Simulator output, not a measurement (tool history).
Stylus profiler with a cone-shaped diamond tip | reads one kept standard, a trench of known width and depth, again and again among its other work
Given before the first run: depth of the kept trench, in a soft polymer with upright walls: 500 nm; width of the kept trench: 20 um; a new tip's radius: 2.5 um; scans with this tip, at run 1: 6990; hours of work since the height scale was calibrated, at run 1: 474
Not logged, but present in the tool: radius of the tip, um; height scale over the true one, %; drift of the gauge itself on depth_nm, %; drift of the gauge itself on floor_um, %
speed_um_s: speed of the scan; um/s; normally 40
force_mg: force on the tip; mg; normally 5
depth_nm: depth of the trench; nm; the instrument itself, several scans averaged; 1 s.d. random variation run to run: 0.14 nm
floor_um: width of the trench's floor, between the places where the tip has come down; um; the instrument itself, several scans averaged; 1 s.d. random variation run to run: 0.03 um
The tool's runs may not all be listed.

run     day  speed_um_s  force_mg  scans with this tip  hours of work since the height scale was calibrated  depth_nm  floor_um
  1       0          40         5                 6990                                                  474    510.66     15.52
  2   1.912          40      4.88                 7406                                                  502    510.45     15.47
  3   4.238          40      3.12                 7910                                                  536    507.41     15.38
  4   5.579          40      5.95                 8201                                                  556    512.41     15.37
  5   7.467          40      5.95                 8611                                                  584    512.06     15.31
  6    9.55          40      7.64                 9063                                                  614    514.66     15.25
  7  11.888          85         5                 9570                                                  649    510.53     15.08
  8  14.117          40      3.17                10054                                                  681    507.38     15.12
  9  15.212          40      3.17                10292                                                  697    507.53     15.12
 10  16.317          40      3.17                10532                                                  714    507.66        15
     17.125  -- new tip fitted, height scale calibrated
 11  18.325          40         5                  260                                                   18    511.31     16.86
 12  19.758          61         5                  571                                                   39    511.45     16.76
 13  20.996          85         5                  840                                                   57    511.35     16.57
 14  22.362          85         5                 1137                                                   77    511.48     16.56
 15   23.75          85         5                 1438                                                   97    511.44     16.58
 16  25.117          85         5                 1734                                                  118    511.64     16.53
 17  27.246          85         5                 2197                                                  149    511.27     16.31
 18  28.458          40         5                 2460                                                  167    511.14      16.4
 19  30.225          40         5                 2843                                                  193    511.42     16.34
 20  32.008          40         5                 3230                                                  219    511.24     16.25
 21  33.512          40         5                 3556                                                  241    510.92     16.27
 22  35.208          40      4.73                 3925                                                  266    510.57     16.16
 23  36.817          40      6.76                 4273                                                  290    513.98     16.11
 24  37.979          40      6.76                 4526                                                  307    513.76     16.08
 25  40.492          75      2.72                 5071                                                  344    507.09     15.85
 26  41.988          94      6.95                 5396                                                  366    513.86     15.83
 27  44.279          79     14.49                 5893                                                  399    523.19     15.78
 28  45.721          38      3.05                 6206                                                  421    507.85     15.74
 29   47.25         124      1.89                 6538                                                  443    505.24     15.45
 30   49.45          72      6.32                 7015                                                  475    512.79     15.59
 31  50.988          72      6.32                 7349                                                  498    512.94     15.56
 32  53.088          72      6.32                 7805                                                  529    512.85     15.44
 33  55.154          60      4.47                 8253                                                  559    509.98     15.49
     55.338  -- height scale calibrated on a step standard
 34  57.075          47      3.37                 8666                                                   26    507.71      15.4
 35  59.192          21      7.24                 9125                                                   57    513.29     15.42
 36  61.138          21      7.24                 9548                                                   85    513.61     15.37
 37  63.142          21      7.02                 9982                                                  115    513.19     15.32
     64.417  -- height scale calibrated on a step standard, once more
 38  64.417          21      7.02                10254                                                    0    514.79     15.24
 39  65.458          95         5                10480                                                   15    511.91     15.07
     66.454  -- new tip fitted, height scale calibrated
 40  67.812          40      7.79                  296                                                   20    515.74     16.84
 41  69.492          40      7.79                  659                                                   45    515.96     16.79
 42  71.138          40      7.79                 1017                                                   69    515.64     16.66
 43  73.362         119      2.33                 1500                                                  102    506.81     16.25

Forecast run 44:
 44  75.267         119      2.33                 1913                                                  130         ?         ?

{"run 44": {"depth_nm": 507.3, "floor_um": 16.17}}
On a tool with no hidden condition, and with the same random variation, this run would have come out at depth_nm 507.4 nm, floor_um 16.59 um.
